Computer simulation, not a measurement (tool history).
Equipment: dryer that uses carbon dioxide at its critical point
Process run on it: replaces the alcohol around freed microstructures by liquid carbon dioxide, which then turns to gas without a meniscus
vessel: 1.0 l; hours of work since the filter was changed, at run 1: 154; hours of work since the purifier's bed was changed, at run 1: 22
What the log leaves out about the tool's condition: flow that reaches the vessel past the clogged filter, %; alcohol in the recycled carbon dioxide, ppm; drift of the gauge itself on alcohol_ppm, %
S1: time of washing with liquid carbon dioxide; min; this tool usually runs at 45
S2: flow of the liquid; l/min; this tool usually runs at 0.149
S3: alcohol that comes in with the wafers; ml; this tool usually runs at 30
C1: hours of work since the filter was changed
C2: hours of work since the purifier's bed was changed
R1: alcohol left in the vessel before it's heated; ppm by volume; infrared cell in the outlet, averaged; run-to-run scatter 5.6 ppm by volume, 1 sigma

run   hour  S1     S2   S3   C1  C2    R1
  1    0.0  45  0.149   30  154  22   206
  2    7.3  45  0.149   46  157  25   322
  3   14.0  45  0.149   46  160  27   318
  4   19.7  33  0.149   30  162  30   792
  5   29.1  33  0.149   30  166  33   781
  6   36.6  47  0.149   30  168  36   178
  7   49.0  47  0.184   30  173  41    63
  8   61.2  47  0.184   30  178  46    64
  9   74.0  47  0.109   42  183  51   938
 10   83.1  47  0.109   42  187  54   945
 11   89.8  35  0.149   30  189  57   643
 12   96.6  46  0.117  100  192  59  1828
 13  102.0  46  0.117  100  194  62  1812
 14  112.8  45  0.090   30  198  66  1465
 15  120.9  45  0.090   30  201  69  1434

Forecast each of these 4 alternatives for the next run:
  A  132.6  55  0.193  20  206  73   ?
  B  132.6  55  0.158  50  206  73   ?
  C  132.6  28  0.090  30  206  73   ?
  D  132.6  57  0.149  51  206  73   ?

run    R1
  A    26
  B    98
  C  4518
  D   115
Had the tool no hidden state, the same runs would have come out as:
run    R1
  A    10
  B    61
  C  4090
  D    74
